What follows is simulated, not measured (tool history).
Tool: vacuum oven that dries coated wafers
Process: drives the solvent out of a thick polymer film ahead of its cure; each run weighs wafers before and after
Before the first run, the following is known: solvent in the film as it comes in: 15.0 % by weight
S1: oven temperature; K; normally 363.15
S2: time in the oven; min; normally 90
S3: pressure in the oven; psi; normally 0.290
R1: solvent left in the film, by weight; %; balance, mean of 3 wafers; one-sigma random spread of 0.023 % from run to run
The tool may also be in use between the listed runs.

{"run": 1, "day": 0.0, "S1": 363.15, "S2": 90, "S3": 0.29, "R1": 4.44}
{"run": 2, "day": 2.812, "S1": 363.15, "S2": 90, "S3": 0.959, "R1": 6.83}
{"run": 3, "day": 5.688, "S1": 363.15, "S2": 135, "S3": 0.29, "R1": 3.1}
{"run": 4, "day": 7.708, "S1": 363.15, "S2": 135, "S3": 0.29, "R1": 3.06}
{"day": 8.879, "done": "vacuum gauge cleaned of residue and calibrated"}
{"run": 5, "day": 12.454, "S1": 363.15, "S2": 135, "S3": 0.29, "R1": 2.6}
{"run": 6, "day": 16.958, "S1": 363.15, "S2": 71, "S3": 0.29, "R1": 4.91}
{"run": 7, "day": 20.238, "S1": 363.15, "S2": 90, "S3": 0.29, "R1": 3.97}
{"run": 8, "day": 22.862, "S1": 363.15, "S2": 90, "S3": 0.29, "R1": 3.93}
{"run": 9, "day": 27.079, "S1": 363.15, "S2": 90, "S3": 0.151, "R1": 3.47}
{"run": 10, "day": 31.579, "S1": 363.15, "S2": 90, "S3": 0.151, "R1": 3.47}
{"run": 11, "day": 35.579, "S1": 363.15, "S2": 90, "S3": 1.112, "R1": 6.86}
{"run": 12, "day": 40.446, "S1": 363.15, "S2": 80, "S3": 1.112, "R1": 7.16}
{"run": 13, "day": 44.354, "S1": 363.15, "S2": 154, "S3": 1.112, "R1": 5.62}
{"run": 14, "day": 47.896, "S1": 363.15, "S2": 154, "S3": 1.112, "R1": 5.55}
{"run": 15, "day": 52.338, "S1": 363.15, "S2": 154, "S3": 1.112, "R1": 5.65}
{"run": 16, "day": 55.775, "S1": 363.15, "S2": 154, "S3": 1.112, "R1": 5.6}
{"run": 17, "day": 59.108, "S1": 363.15, "S2": 154, "S3": 0.232, "R1": 1.99}
{"run": 18, "day": 62.046, "S1": 363.15, "S2": 90, "S3": 0.29, "R1": 3.86}
{"run": 19, "day": 64.271, "S1": 363.15, "S2": 48, "S3": 0.29, "R1": 6.33}
{"run": 20, "day": 66.446, "S1": 369.15, "S2": 48, "S3": 0.29, "R1": 4.66}
{"run": 21, "day": 70.938, "S1": 360.15, "S2": 82, "S3": 0.5, "R1": 5.84}
{"day": 72.108, "done": "oven's thermocouples calibrated"}
{"run": 22, "day": 76.017, "S1": 376.15, "S2": 57, "S3": 0.5, "R1": 3.0}
{"run": 23, "day": 78.062, "S1": 363.15, "S2": 67, "S3": 0.277, "R1": 5.23}
{"run": 24, "day": 82.129, "S1": 359.15, "S2": 73, "S3": 0.64, "R1": 7.31}
{"run": 25, "day": 84.475, "S1": 363.15, "S2": 81, "S3": 1.011, "R1": 7.01}
{"run": 26, "day": 86.675, "S1": 357.15, "S2": 125, "S3": 1.025, "R1": 7.85}
{"run": 27, "day": 91.679, "S1": 378.15, "S2": 58, "S3": 1.025, "R1": 3.74}
{"run": 28, "day": 94.188, "S1": 360.15, "S2": 62, "S3": 0.795, "R1": 7.93}
{"run": 29, "day": 98.408, "S1": 360.15, "S2": 62, "S3": 0.795, "R1": 8.01}
{"run": 30, "day": 101.042, "S1": 360.15, "S2": 62, "S3": 0.302, "R1": 6.45}
{"run": 31, "day": 105.667, "S1": 356.15, "S2": 90, "S3": 0.416, "R1": 6.6}
{"run": 32, "day": 108.158, "S1": 349.15, "S2": 57, "S3": 0.29, "R1": 9.59}
{"run": 33, "day": 111.762, "S1": 377.15, "S2": 90, "S3": 0.29, "R1": 1.27}
{"run": 34, "day": 113.808, "S1": 377.15, "S2": 90, "S3": 0.29, "R1": 1.26}
{"run": 35, "day": 118.683, "S1": 370.15, "S2": 90, "S3": 0.29, "R1": 2.34}

Alternative continuations, all from the tool just after run 35; predict every row:
{"run": "A", "day": 120.825, "S1": 370.15, "S2": 54, "S3": 0.29, "R1": "?"}
{"run": "B", "day": 120.825, "S1": 359.15, "S2": 104, "S3": 0.248, "R1": "?"}
{"run": "C", "day": 120.825, "S1": 370.15, "S2": 90, "S3": 0.173, "R1": "?"}
{"run": "D", "day": 120.825, "S1": 363.15, "S2": 120, "S3": 0.29, "R1": "?"}
{"run": "E", "day": 120.825, "S1": 358.15, "S2": 48, "S3": 0.77, "R1": "?"}

run=A R1=4.07
run=B R1=4.45
run=C R1=1.97
run=D R1=3.06
run=E R1=9.22
What these runs would have given with no unlogged condition in the tool:
run=A R1=4.27
run=B R1=4.60
run=C R1=2.03
run=D R1=3.14
run=E R1=9.40

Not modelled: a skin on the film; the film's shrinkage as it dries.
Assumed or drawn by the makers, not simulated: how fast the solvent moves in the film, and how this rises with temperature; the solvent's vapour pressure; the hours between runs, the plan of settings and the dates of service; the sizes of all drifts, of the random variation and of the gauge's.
